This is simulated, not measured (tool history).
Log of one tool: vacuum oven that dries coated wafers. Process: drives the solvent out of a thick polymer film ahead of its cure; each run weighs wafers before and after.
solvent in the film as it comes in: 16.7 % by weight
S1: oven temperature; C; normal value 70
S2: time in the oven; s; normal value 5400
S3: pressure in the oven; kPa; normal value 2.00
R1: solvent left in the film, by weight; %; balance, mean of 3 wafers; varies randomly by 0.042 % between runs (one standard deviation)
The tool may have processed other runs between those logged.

Run 1, hour 0.0: usual settings. Result: R1 3.63 %.
Run 2, hour 38.5: usual settings but S1 73 C. Result: R1 2.90 %.
Run 3, hour 103.1: usual settings but S1 73 C. Result: R1 2.93 %.
Run 4, hour 136.4: usual settings but S2 5040 s. Result: R1 3.85 %.
Run 5, hour 190.9: usual settings but S2 5040 s. Result: R1 3.85 %.
Run 6, hour 261.3: usual settings but S3 5.96 kPa. Result: R1 6.16 %.
Run 7, hour 332.5: usual settings but S3 5.96 kPa. Result: R1 6.15 %.
Run 8, hour 363.8: usual settings but S3 5.96 kPa. Result: R1 6.29 %.
Run 9, hour 401.6: usual settings but S1 58 C, S2 6240 s, S3 7.83 kPa. Result: R1 11.94 %.
Run 10, hour 453.4: usual settings but S1 76 C, S2 5880 s, S3 3.84 kPa. Result: R1 3.09 %.
Run 11, hour 483.6: usual settings but S2 7020 s, S3 2.77 kPa. Result: R1 3.44 %.
Run 12, hour 519.0: usual settings but S2 7020 s, S3 2.77 kPa. Result: R1 3.39 %.
Run 13, hour 553.4: usual settings but S2 7020 s, S3 2.77 kPa. Result: R1 3.42 %.
Run 14, hour 595.8: usual settings but S1 81 C, S2 7740 s, S3 1.85 kPa. Result: R1 1.11 %.
Run 15, hour 629.7: usual settings but S1 85 C, S2 7260 s, S3 1.85 kPa. Result: R1 0.92 %.
Run 16, hour 686.3: usual settings but S1 78 C, S2 3420 s, S3 3.87 kPa. Result: R1 4.37 %.

Table of differences, measured result less the result of that run with no hidden state. Run-to-run variation is the same in both. Gauge scatter possibly is not:
The tool's hidden condition here consists of: true wafer temperature over the reading, C; true pressure over the reading, kPa; drift of the gauge itself on solvent_pct, %.
run     R1
  1  +0.34
  2  +0.31
  3  +0.33
  4  +0.38
  5  +0.40
  6  +0.50
  7  +0.51
  8  +0.54
  9  +0.75
 10  +0.37
 11  +0.45
 12  +0.47
 13  +0.47
 14  +0.21
 15  +0.18
 16  +0.50
